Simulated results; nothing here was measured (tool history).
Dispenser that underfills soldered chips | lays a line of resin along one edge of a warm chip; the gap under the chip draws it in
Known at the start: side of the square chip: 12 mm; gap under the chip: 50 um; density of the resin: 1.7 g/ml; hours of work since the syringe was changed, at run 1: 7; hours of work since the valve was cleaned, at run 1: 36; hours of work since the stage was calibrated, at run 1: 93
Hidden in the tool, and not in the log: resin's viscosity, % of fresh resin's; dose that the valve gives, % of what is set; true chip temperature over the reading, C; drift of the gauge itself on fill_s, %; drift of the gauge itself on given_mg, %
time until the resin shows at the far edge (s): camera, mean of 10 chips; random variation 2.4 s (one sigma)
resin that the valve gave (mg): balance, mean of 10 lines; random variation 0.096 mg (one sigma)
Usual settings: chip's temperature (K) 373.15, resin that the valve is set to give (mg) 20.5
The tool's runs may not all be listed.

| run | hour | chip's temperature (K) | resin that the valve is set to give (mg) | hours of work since the syringe was changed | hours of work since the valve was cleaned | hours of work since the stage was calibrated | time until the resin shows at the far edge (s) | resin that the valve gave (mg) |
|---|---|---|---|---|---|---|---|---|
| 1 | 0.0 | 373.15 | 20.5 | 7 | 36 | 93 | 382.1 | 20.20 |
| 2 | 5.7 | 373.15 | 20.5 | 10 | 40 | 96 | 468.3 | 20.02 |
|  | 6.6 | new syringe of resin |
| 3 | 11.2 | 373.15 | 20.5 | 3 | 43 | 99 | 288.4 | 19.79 |
| 4 | 16.0 | 373.15 | 20.5 | 6 | 46 | 102 | 352.8 | 19.91 |
| 5 | 19.3 | 373.15 | 20.5 | 8 | 48 | 104 | 400.3 | 19.99 |
| 6 | 22.9 | 373.15 | 20.5 | 10 | 50 | 106 | 447.7 | 19.74 |
|  | 24.4 | new syringe of resin |
| 7 | 29.0 | 373.15 | 20.5 | 3 | 54 | 110 | 292.1 | 19.99 |
| 8 | 31.9 | 373.15 | 20.5 | 5 | 56 | 112 | 319.4 | 19.95 |
| 9 | 37.3 | 361.15 | 20.5 | 8 | 59 | 115 | 681.3 | 19.66 |
| 10 | 40.4 | 373.15 | 20.5 | 10 | 61 | 117 | 443.9 | 19.74 |
|  | 42.7 | new syringe of resin |
| 11 | 44.4 | 375.15 | 21.4 | 1 | 63 | 119 | 235.7 | 20.71 |
| 12 | 48.8 | 383.15 | 23.8 | 4 | 66 | 122 | 200.7 | 22.83 |
| 13 | 54.5 | 373.15 | 18.7 | 7 | 69 | 125 | 384.5 | 17.79 |
| 14 | 58.6 | 373.15 | 22.8 | 10 | 72 | 128 | 439.7 | 21.83 |
|  | 60.6 | new syringe of resin |
| 15 | 64.8 | 383.15 | 20.9 | 3 | 75 | 131 | 188.6 | 19.95 |

The next listed run, before its measurement:
| 16 | 68.5 | 378.15 | 23.1 | 5 | 78 | 134 | ? | ? |

Run 16 gave time until the resin shows at the far edge (s) 266.8, resin that the valve gave (mg) 22.01.
Without the tool's hidden state the same run would have given time until the resin shows at the far edge (s) 196.8, resin that the valve gave (mg) 23.10.
